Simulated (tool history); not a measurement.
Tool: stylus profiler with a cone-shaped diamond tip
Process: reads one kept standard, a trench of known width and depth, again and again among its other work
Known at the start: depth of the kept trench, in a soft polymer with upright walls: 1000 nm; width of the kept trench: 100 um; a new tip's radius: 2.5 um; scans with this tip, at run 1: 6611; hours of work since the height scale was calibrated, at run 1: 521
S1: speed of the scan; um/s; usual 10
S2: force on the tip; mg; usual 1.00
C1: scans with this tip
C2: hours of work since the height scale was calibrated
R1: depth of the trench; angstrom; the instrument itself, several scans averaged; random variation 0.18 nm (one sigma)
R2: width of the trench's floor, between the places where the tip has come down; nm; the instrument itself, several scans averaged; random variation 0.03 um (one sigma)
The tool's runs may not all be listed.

| run | hour | S1 | S2 | C1 | C2 | R1 | R2 |
|---|---|---|---|---|---|---|---|
| 1 | 0.0 | 10 | 1.00 | 6611 | 521 | 10086.0 | 95940 |
| 2 | 75.0 | 8 | 1.00 | 7058 | 557 | 10090.9 | 95990 |
| 3 | 120.1 | 8 | 1.00 | 7327 | 578 | 10088.8 | 95930 |
| 4 | 157.8 | 8 | 1.00 | 7551 | 596 | 10088.2 | 95900 |
| 5 | 198.2 | 10 | 1.00 | 7792 | 615 | 10093.4 | 96020 |
| 6 | 261.8 | 10 | 1.00 | 8171 | 644 | 10091.9 | 95970 |
| 7 | 340.5 | 6 | 1.00 | 8640 | 681 | 10090.9 | 95940 |
| 8 | 395.5 | 6 | 1.00 | 8968 | 707 | 10089.3 | 95940 |
| 9 | 443.8 | 10 | 0.55 | 9256 | 730 | 10060.8 | 95980 |
| 10 | 513.6 | 10 | 1.68 | 9672 | 763 | 10123.6 | 95990 |
| 11 | 590.7 | 10 | 1.68 | 10131 | 799 | 10125.4 | 95960 |
| 12 | 623.1 | 10 | 2.79 | 10324 | 814 | 10177.3 | 95950 |
| 13 | 661.1 | 10 | 0.39 | 10551 | 832 | 10049.5 | 95960 |
| 14 | 737.2 | 10 | 0.39 | 11004 | 868 | 10048.1 | 95900 |
| 15 | 787.9 | 10 | 1.00 | 11307 | 892 | 10093.4 | 95960 |
| 16 | 833.0 | 10 | 1.00 | 11575 | 913 | 10087.8 | 96000 |
| 17 | 874.5 | 10 | 1.00 | 11823 | 932 | 10086.3 | 95950 |
| 18 | 948.3 | 10 | 0.62 | 12262 | 967 | 10065.9 | 95940 |
| 19 | 984.2 | 2 | 2.24 | 12476 | 984 | 10154.4 | 95930 |
| 20 | 1025.2 | 15 | 2.83 | 12721 | 1003 | 10177.4 | 95950 |
| 21 | 1074.1 | 8 | 0.95 | 13012 | 1026 | 10084.4 | 95960 |
| 22 | 1117.6 | 15 | 1.23 | 13271 | 1047 | 10101.9 | 95920 |
| 23 | 1195.5 | 28 | 1.00 | 13735 | 1083 | 10088.4 | 95840 |
| 24 | 1256.6 | 19 | 0.39 | 14099 | 1112 | 10049.8 | 95870 |
| 25 | 1290.8 | 3 | 0.36 | 14304 | 1128 | 10045.2 | 95950 |
| 26 | 1361.2 | 4 | 1.16 | 14723 | 1161 | 10098.0 | 95930 |
|  | 1398.8 | new tip fitted, height scale calibrated |
| 27 | 1398.8 | 3 | 0.54 | 0 | 0 | 10059.0 | 95990 |
| 28 | 1430.7 | 7 | 0.88 | 190 | 15 | 10081.8 | 96020 |
| 29 | 1463.7 | 5 | 1.85 | 387 | 31 | 10135.5 | 96020 |
| 30 | 1506.0 | 32 | 0.34 | 639 | 50 | 10041.1 | 95800 |
| 31 | 1557.4 | 2 | 2.12 | 945 | 75 | 10149.1 | 96030 |

Measured less the same run without the tool's hidden state. The same run-to-run variation is in both; the gauge's scatter may not be:
The hidden state here: radius of the tip, um; height scale over the true one, %; drift of the gauge itself on depth_nm, %; drift of the gauge itself on floor_um, %.
| run | R2 |
|---|---|
| 1 | -20 |
| 2 | -10 |
| 3 | -20 |
| 4 | -20 |
| 5 | -20 |
| 6 | -20 |
| 7 | -20 |
| 8 | -20 |
| 9 | -20 |
| 10 | -20 |
| 11 | -20 |
| 12 | -20 |
| 13 | -30 |
| 14 | -30 |
| 15 | -30 |
| 16 | -30 |
| 17 | -30 |
| 18 | -30 |
| 19 | -30 |
| 20 | -30 |
| 21 | -40 |
| 22 | -30 |
| 23 | -40 |
| 24 | -40 |
| 25 | -40 |
| 26 | -40 |
| 27 | +0 |
| 28 | +0 |
| 29 | +0 |
| 30 | +0 |
| 31 | +0 |
R1: within 0.3 angstrom of the measured result in every run.
